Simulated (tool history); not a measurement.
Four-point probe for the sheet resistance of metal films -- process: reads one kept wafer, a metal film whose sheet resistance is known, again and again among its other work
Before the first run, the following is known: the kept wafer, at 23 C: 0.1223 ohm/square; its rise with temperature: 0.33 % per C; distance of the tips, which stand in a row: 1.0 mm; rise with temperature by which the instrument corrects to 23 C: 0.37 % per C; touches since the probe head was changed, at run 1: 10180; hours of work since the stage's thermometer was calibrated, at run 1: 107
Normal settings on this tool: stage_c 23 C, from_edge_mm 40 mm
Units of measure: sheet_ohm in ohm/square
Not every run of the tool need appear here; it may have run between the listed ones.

run	hour	stage_c	from_edge_mm	touches since the probe head was changed	hours of work since the stage's thermometer was calibrated	sheet_ohm
1	0.0	23	40	10180	107	0.122097
2	59.5	23	40	11913	147	0.122113
3	105.1	23	30	13240	177	0.122090
4	152.3	30	40	14613	209	0.121751
5	202.4	30	40	16074	242	0.121763
6	298.4	30	40	18866	307	0.121682
7	365.5	30	40	20822	352	0.121714
8	457.3	30	40	23493	413	0.121630
9	509.0	30	40	24999	448	0.121621
10	554.1	30	40	26313	478	0.121573
11	639.3	30	40	28792	535	0.121529
12	687.5	30	40	30196	568	0.121552
13	774.3	30	3	32725	626	0.128299
14	832.4	30	3	34414	665	0.128257
15	882.9	23	40	35885	699	0.121768
16	938.7	25	40	37509	736	0.121613
17	1039.8	25	40	40455	804	0.121653
18	1085.1	19	40	41772	834	0.121868
19	1186.8	23	6	44733	903	0.123396
20	1232.2	23	40	46055	933	0.121629
21	1332.8	23	40	48983	1001	0.121550
22	1403.3	23	40	51037	1048	0.121552
23	1451.1	19	4	52428	1080	0.125695
24	1527.1	19	4	54642	1131	0.125626
25	1588.4	30	52	56426	1172	0.121167
26	1638.1	28	21	57872	1205	0.121353
27	1735.6	28	21	60712	1271	0.121320
28	1829.2	22	40	63438	1334	0.121441
29	1917.4	22	40	66004	1393	0.121430
30	2017.4	24	54	68917	1460	0.121256
31	2068.7	18	10	70409	1494	0.122189
32	2114.9	18	10	71756	1525	0.122159
# hour 2145.8: stage's thermometer calibrated
33	2188.8	27	29	73891	29	0.121223
34	2232.8	28	9	75172	58	0.121868
35	2301.4	23	6	77171	104	0.123045
36	2358.7	33	55	78837	143	0.120814
37	2456.9	33	55	81698	209	0.120778
38	2560.2	22	10	84705	278	0.121871
39	2655.0	26	44	87465	342	0.121038
40	2698.6	24	52	88735	371	0.121067
41	2796.0	25	3	91571	436	0.127774
42	2864.3	35	3	93560	482	0.127300
43	2955.3	30	3	96210	543	0.127486
44	3028.8	25	9	98349	592	0.121723

Pick out some run-to-run changes in sheet_ohm. Of each, how much would a tool without hidden state show as well, from the settings, what came in and chance, and how much is left for the hidden state and any gauge scatter not in both results compared?
Hidden state at play: inner tips' distance over the nominal, %; tips' flats over new ones', %; wafer's true temperature over the reading, C; drift of the gauge itself on sheet_ohm, %.
Run 12 -> 13: from_edge_mm 40 -> 3. sheet_ohm +0.006747 ohm/square: hidden state -0.000063, all else +0.006810.
Run 14 -> 15: stage_c 30 -> 23, from_edge_mm 3 -> 40. sheet_ohm -0.006489 ohm/square: hidden state +0.000005, all else -0.006494.
Run 32 -> 33: stage_c 18 -> 27, from_edge_mm 10 -> 29, stage's thermometer calibrated. sheet_ohm -0.000936 ohm/square: hidden state +0.000075, all else -0.001011.
Run 40 -> 41: stage_c 24 -> 25, from_edge_mm 52 -> 3. sheet_ohm +0.006707 ohm/square: hidden state -0.000103, all else +0.006810.
